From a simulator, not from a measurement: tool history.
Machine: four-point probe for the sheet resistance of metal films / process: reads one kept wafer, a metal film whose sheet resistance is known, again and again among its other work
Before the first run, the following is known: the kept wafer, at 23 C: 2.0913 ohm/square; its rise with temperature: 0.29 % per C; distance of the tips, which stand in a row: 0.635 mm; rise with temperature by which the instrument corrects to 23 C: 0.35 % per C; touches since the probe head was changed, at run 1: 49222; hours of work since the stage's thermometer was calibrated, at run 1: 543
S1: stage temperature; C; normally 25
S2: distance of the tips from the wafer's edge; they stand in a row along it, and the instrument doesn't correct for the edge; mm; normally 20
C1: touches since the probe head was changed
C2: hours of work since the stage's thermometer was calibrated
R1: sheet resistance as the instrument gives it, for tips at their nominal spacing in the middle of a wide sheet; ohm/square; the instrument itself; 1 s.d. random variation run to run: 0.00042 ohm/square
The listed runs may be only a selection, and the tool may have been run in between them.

run   hour  S1  S2     C1   C2        R1
  1      0  25  20  49222  543  2.075063
  2   47.4  31  20  51412  570  2.067839
  3   75.9  31  20  52730  586  2.067152
  4  108.2  31  20  54225  604  2.066689
  5    133  24  20  55371  618  2.075275
  6  166.4  24  20  56911  637   2.07523
  7  206.5  24   3  58768  659  2.122629
  8  233.5  25  20  60015  674  2.073315
  9  273.4  25  20  61860  697  2.072992
 10  318.6  25  20  63947  722  2.072801
 11  361.4  24  20  65928  746  2.073532
 12  386.3  24  20  67080  760  2.072649
 13  437.9  24  20  69464  789  2.072939
 14  467.3  26  24  70825  805  2.070191
 15  506.6  33  66  72640  827  2.059962
 16  541.4  26  33  74246  847  2.069181
 17  583.8  27  13  76209  871  2.069141
     588.3  -- stage's thermometer calibrated
 18  625.5  27  13  78111   21  2.068614
 19  652.5  27  13  79361   36  2.068376
 20  693.7  27  13  81266   59  2.068723
 21    724  27  13  82663   76   2.06806
 22  776.2  27  67  85076  105  2.065859
 23  812.7  29  67  86765  126  2.062516
 24  840.8  26  17  88063  142  2.067588
       855  -- stage's thermometer calibrated, once more
 25  879.6  26  11  89833   14  2.068514
 26  906.6  23   4  91082   29  2.096546

Across each entry between runs, compare the hidden state at the last listed run before it with the hidden state at the first listed run after it:
Runs 17 to 18: stage's thermometer calibrated (hour 588.3)
  inner tips' distance over the nominal, %: -0.904 -> -0.921; tips' flats over new ones', %: 95 -> 97; wafer's true temperature over the reading, C: 0.16 -> 0.18
  measured minus no-state result, R1: -0.019464 -> -0.019702 ohm/square
Runs 24 to 25: stage's thermometer calibrated, once more (hour 855)
  inner tips' distance over the nominal, %: -1.009 -> -1.024; tips' flats over new ones', %: 109 -> 111; wafer's true temperature over the reading, C: 0.2 -> 0.06
  measured minus no-state result, R1: -0.021553 -> -0.022771 ohm/square
